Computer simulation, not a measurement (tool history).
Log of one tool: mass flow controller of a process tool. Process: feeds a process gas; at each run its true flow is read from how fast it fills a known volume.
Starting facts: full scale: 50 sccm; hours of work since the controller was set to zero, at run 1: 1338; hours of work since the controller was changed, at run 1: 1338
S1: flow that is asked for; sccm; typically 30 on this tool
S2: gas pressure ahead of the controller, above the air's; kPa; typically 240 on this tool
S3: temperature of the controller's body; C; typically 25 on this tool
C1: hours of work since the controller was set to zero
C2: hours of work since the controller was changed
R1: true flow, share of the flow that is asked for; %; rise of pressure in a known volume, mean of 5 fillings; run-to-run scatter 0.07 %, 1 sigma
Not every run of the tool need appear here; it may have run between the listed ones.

run,hour,S1,S2,S3,C1,C2,R1
1,0,30,240,25,1338,1338,98.47
2,80.5,30,240,25,1372,1372,98.52
3,156.6,30,240,25,1403,1403,98.25
4,224.1,30,240,25,1431,1431,98.36
5,346.6,30,240,25,1482,1482,98.25
6,403.1,30,240,25,1505,1505,98.35
7,472.9,30,240,25,1534,1534,98.38
8,532.1,30,240,25,1558,1558,98.36
9,602.8,30,154,25,1588,1588,98.59
10,658.3,25,154,25,1611,1611,98.29
11,772.9,25,154,25,1658,1658,98.15
12,834.1,25,154,25,1683,1683,98.38
13,928.6,30,177,25,1723,1723,98.5
14,1044.2,30,177,25,1770,1770,98.54
15,1109.1,30,177,25,1797,1797,98.36
16,1179.1,30,177,25,1826,1826,98.36
17,1261.6,15,177,25,1860,1860,97.45
18,1371,15,177,25,1906,1906,97.43
19,1453.2,15,177,25,1940,1940,97.39
20,1575.9,15,177,23,1990,1990,97.14
21,1661.6,15,177,23,2026,2026,97.18
22,1777.7,13,240,23,2074,2074,96.82
23,1880.2,8,149,31,2116,2116,97.31
24,1985.7,48,252,38,2160,2160,100.23
25,2103.5,48,252,38,2209,2209,100.22
26,2180.1,48,252,38,2240,2240,100.09
27,2237.9,31,252,38,2264,2264,99.17
28,2317,15,240,25,2297,2297,96.99
29,2435.6,28,192,30,2346,2346,98.48
30,2541.5,30,240,22,2390,2390,97.66
31,2621.7,30,240,22,2423,2423,97.69
32,2711.4,13,218,24,2460,2460,96.6
33,2805.1,13,151,26,2499,2499,97.11
34,2889.3,48,151,26,2534,2534,99.23
35,2944.5,48,151,26,2557,2557,99.35
36,3020.2,11,153,25,2588,2588,96.74
37,3119,30,154,25,2629,2629,98.17
38,3172.3,30,154,25,2651,2651,98.19
39,3239.8,8,218,37,2679,2679,97.08

3 options for the next run, each taken on its own from the tool as it stands now. Forecast them:
A,3333.8,40,218,31,2718,2718,?
B,3333.8,17,240,25,2718,2718,?
C,3333.8,6,280,25,2718,2718,?

run,R1
A,98.86
B,96.87
C,95.42
Without the tool's unlogged condition, the same runs would have read:
run,R1
A,99.81
B,98.08
C,97.45
